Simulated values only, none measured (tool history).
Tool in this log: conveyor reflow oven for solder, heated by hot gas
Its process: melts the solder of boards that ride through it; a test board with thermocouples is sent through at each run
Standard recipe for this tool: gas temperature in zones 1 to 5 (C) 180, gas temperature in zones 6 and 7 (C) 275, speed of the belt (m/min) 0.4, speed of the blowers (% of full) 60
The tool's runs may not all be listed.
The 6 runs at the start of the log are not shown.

| run | hour | gas temperature in zones 1 to 5 (C) | gas temperature in zones 6 and 7 (C) | speed of the belt (m/min) | speed of the blowers (% of full) | highest temperature of the board (C) | time above the solder's melting point (s) |
|---|---|---|---|---|---|---|---|
| 7 | 119.9 | 180 | 275 | 0.4 | 60 | 258.7 | 75.4 |
| 8 | 139.6 | 180 | 275 | 0.4 | 60 | 257.8 | 75.5 |
| 9 | 162.8 | 180 | 275 | 0.4 | 60 | 257.8 | 75.5 |
| 10 | 178.9 | 180 | 275 | 0.365 | 60 | 260.6 | 85.1 |
|  | 200.6 | belt drive overhauled, speed set with a stopwatch |
| 11 | 206.9 | 180 | 275 | 0.4 | 60 | 257.1 | 72.8 |
| 12 | 222.5 | 180 | 275 | 0.4 | 60 | 256.6 | 72.8 |
| 13 | 234.6 | 180 | 275 | 0.4 | 60 | 256.2 | 72.9 |
| 14 | 249.8 | 180 | 275 | 0.4 | 86 | 263.5 | 78.4 |
| 15 | 267.8 | 180 | 278 | 0.4 | 86 | 265.6 | 80.4 |
| 16 | 286.9 | 165 | 278 | 0.4 | 86 | 264.1 | 73.6 |
| 17 | 310.1 | 180 | 275 | 0.329 | 66 | 263.7 | 95.8 |
| 18 | 332.5 | 172 | 275 | 0.4 | 60 | 254.6 | 68.1 |
| 19 | 350.2 | 192 | 275 | 0.4 | 60 | 258.2 | 80.8 |
| 20 | 363.6 | 180 | 269 | 0.372 | 85 | 258.6 | 82.5 |
|  | 380.4 | flux residue cleaned out of gas plates and filters |
| 21 | 391.7 | 180 | 269 | 0.372 | 85 | 259.9 | 83.5 |

Run 22 is up next; what results do you expect?
| 22 | 411.3 | 180 | 269 | 0.372 | 85 | ? | ? |

{"run 22": {"highest temperature of the board (C)": 259.6, "time above the solder's melting point (s)": 83.2}}
Without the tool's hidden state the same run would have given highest temperature of the board (C) 261, time above the solder's melting point (s) 83.9.

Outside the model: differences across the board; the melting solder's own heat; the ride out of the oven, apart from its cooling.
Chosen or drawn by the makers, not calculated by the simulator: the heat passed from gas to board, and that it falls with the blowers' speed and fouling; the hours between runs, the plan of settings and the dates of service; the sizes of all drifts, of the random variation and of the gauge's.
